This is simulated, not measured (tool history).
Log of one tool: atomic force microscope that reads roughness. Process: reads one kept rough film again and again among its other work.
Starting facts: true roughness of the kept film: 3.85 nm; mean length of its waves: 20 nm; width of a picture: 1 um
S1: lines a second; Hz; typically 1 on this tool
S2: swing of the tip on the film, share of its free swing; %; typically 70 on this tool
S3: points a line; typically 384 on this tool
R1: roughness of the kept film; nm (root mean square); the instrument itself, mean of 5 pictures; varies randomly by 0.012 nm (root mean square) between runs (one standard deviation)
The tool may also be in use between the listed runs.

run 1 day=0 | S1=1 S2=70 S3=384 | R1=2.741
run 2 day=0.983 | S1=1 S2=70 S3=384 | R1=2.664
run 3 day=3.238 | S1=1 S2=70 S3=384 | R1=2.466
run 4 day=4.892 | S1=1 S2=70 S3=385 | R1=2.32
run 5 day=7.212 | S1=1 S2=70 S3=385 | R1=2.175
run 6 day=9.488 | S1=0.56 S2=70 S3=384 | R1=2.061
run 7 day=11.217 | S1=0.56 S2=70 S3=384 | R1=1.967
-- day=12.854 new tip fitted
run 8 day=12.883 | S1=1 S2=70 S3=384 | R1=2.778
-- day=13.112 height scale calibrated on a step standard
run 9 day=15.038 | S1=1 S2=70 S3=384 | R1=2.536
run 10 day=16.15 | S1=1 S2=61 S3=384 | R1=2.519
run 11 day=17.15 | S1=1 S2=70 S3=384 | R1=2.396
run 12 day=18.171 | S1=1 S2=70 S3=384 | R1=2.281
run 13 day=20.162 | S1=0.88 S2=70 S3=384 | R1=2.172
run 14 day=21.638 | S1=1 S2=71 S3=384 | R1=2.069
-- day=22.192 height scale calibrated on a step standard, once more
run 15 day=23.125 | S1=1 S2=70 S3=509 | R1=2.022
run 16 day=25.367 | S1=0.97 S2=69 S3=447 | R1=1.921
-- day=25.721 new tip fitted
run 17 day=27.154 | S1=0.97 S2=69 S3=447 | R1=2.694
run 18 day=28.417 | S1=1.77 S2=70 S3=744 | R1=2.507
run 19 day=29.483 | S1=0.8 S2=70 S3=744 | R1=2.524
run 20 day=30.804 | S1=0.8 S2=70 S3=378 | R1=2.393
run 21 day=32.075 | S1=1.19 S2=70 S3=384 | R1=2.245
run 22 day=33.896 | S1=1 S2=67 S3=513 | R1=2.186
run 23 day=35.104 | S1=3.35 S2=63 S3=513 | R1=1.968
run 24 day=37.075 | S1=1.56 S2=62 S3=861 | R1=1.97
-- day=38.583 new tip fitted
run 25 day=38.717 | S1=1.75 S2=83 S3=374 | R1=2.512
run 26 day=39.875 | S1=1 S2=70 S3=390 | R1=2.705
run 27 day=40.85 | S1=1 S2=66 S3=951 | R1=2.677
run 28 day=43.158 | S1=1 S2=77 S3=281 | R1=2.274
run 29 day=45.275 | S1=1 S2=57 S3=611 | R1=2.304

What if the next run were any one of these 5? Each begins from the tool's condition after run 29:
run A day=47.233 | S1=1 S2=57 S3=335 | R1=?
run B day=47.233 | S1=1.01 S2=90 S3=284 | R1=?
run C day=47.233 | S1=1 S2=70 S3=392 | R1=?
run D day=47.233 | S1=2.84 S2=89 S3=345 | R1=?
run E day=47.233 | S1=2.02 S2=70 S3=633 | R1=?

run=A R1=2.153
run=B R1=1.903
run=C R1=2.11
run=D R1=1.6
run=E R1=2.022
What these runs would have given with no unlogged condition in the tool:
run=A R1=2.919
run=B R1=2.584
run=C R1=2.857
run=D R1=2.172
run=E R1=2.743
